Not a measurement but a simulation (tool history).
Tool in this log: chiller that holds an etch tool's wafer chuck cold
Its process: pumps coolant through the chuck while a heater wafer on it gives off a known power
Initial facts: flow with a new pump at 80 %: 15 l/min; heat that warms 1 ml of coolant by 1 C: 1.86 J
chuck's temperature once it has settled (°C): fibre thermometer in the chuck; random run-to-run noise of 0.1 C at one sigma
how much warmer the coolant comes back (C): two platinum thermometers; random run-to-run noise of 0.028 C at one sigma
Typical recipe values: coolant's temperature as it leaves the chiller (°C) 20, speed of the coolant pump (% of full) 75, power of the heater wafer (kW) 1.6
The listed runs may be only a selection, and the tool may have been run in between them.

| run | day | coolant's temperature as it leaves the chiller (°C) | speed of the coolant pump (% of full) | power of the heater wafer (kW) | chuck's temperature once it has settled (°C) | how much warmer the coolant comes back (C) |
|---|---|---|---|---|---|---|
| 1 | 0 | 20 | 75 | 1.6 | 32.6 | 3.67 |
| 2 | 1.971 | 20 | 75 | 1.815 | 34.3 | 4.18 |
| 3 | 4.112 | 20 | 75 | 1.815 | 34.2 | 4.15 |
| 4 | 5.354 | 20 | 75 | 1.815 | 34.1 | 4.14 |
| 5 | 6.904 | 25 | 75 | 1.6 | 37.6 | 3.59 |
| 6 | 8.996 | 25 | 75 | 1.6 | 37.7 | 3.66 |
| 7 | 10.462 | 20 | 75 | 1.6 | 32.7 | 3.69 |
| 8 | 11.592 | 22 | 75 | 1.6 | 34.5 | 3.62 |
| 9 | 13.142 | 20 | 75 | 2.045 | 36 | 4.59 |
| 10 | 15.058 | 20 | 75 | 2.045 | 36 | 4.6 |
| 11 | 16.617 | 20 | 75 | 2.045 | 36 | 4.61 |
| 12 | 18.796 | 20 | 75 | 1.6 | 32.6 | 3.51 |
| 13 | 19.688 | 20 | 75 | 1.6 | 32.7 | 3.58 |
| 14 | 21.021 | 20 | 75 | 1.6 | 32.5 | 3.58 |
| 15 | 22.817 | 20 | 75 | 1.6 | 32.6 | 3.57 |
| 16 | 24.388 | 20 | 65 | 1.591 | 33.6 | 4.14 |
| 17 | 25.379 | 10 | 60 | 1.64 | 24.7 | 4.67 |
| 18 | 27.433 | 20 | 80 | 1.6 | 32 | 3.3 |
| 19 | 28.729 | 17 | 95 | 1.647 | 28.3 | 2.73 |
| 20 | 30.538 | 24 | 92 | 1.447 | 34.1 | 2.45 |
| 21 | 32.608 | 14 | 78 | 1.307 | 24.1 | 2.62 |
| 22 | 34.079 | 29 | 87 | 2.102 | 44 | 3.97 |
| 23 | 35.083 | 14 | 66 | 2.102 | 31.9 | 5.38 |
| 24 | 36.021 | 14 | 66 | 2.102 | 31.7 | 5.27 |
| 25 | 37.746 | 14 | 66 | 2.102 | 32 | 5.26 |
| 26 | 39.346 | 11 | 89 | 1.479 | 21.6 | 2.59 |
| 27 | 40.725 | 10 | 88 | 1.506 | 20.8 | 2.65 |
| 28 | 42.438 | 28 | 66 | 0.906 | 35.6 | 2.12 |

3 ways to go on from here, each from the tool as it stands after run 28. What would each give?
| A | 43.333 | 20 | 75 | 2.213 | ? | ? |
| B | 43.333 | 17 | 66 | 1.926 | ? | ? |
| C | 43.333 | 14 | 74 | 0.844 | ? | ? |

| run | chuck's temperature once it has settled (°C) | how much warmer the coolant comes back (C) |
|---|---|---|
| A | 37.6 | 4.82 |
| B | 33.4 | 4.79 |
| C | 20.7 | 1.68 |
Without the tool's unlogged condition, the same runs would have read:
| run | chuck's temperature once it has settled (°C) | how much warmer the coolant comes back (C) |
|---|---|---|
| A | 37.6 | 5.11 |
| B | 33.3 | 5.07 |
| C | 20.7 | 1.96 |
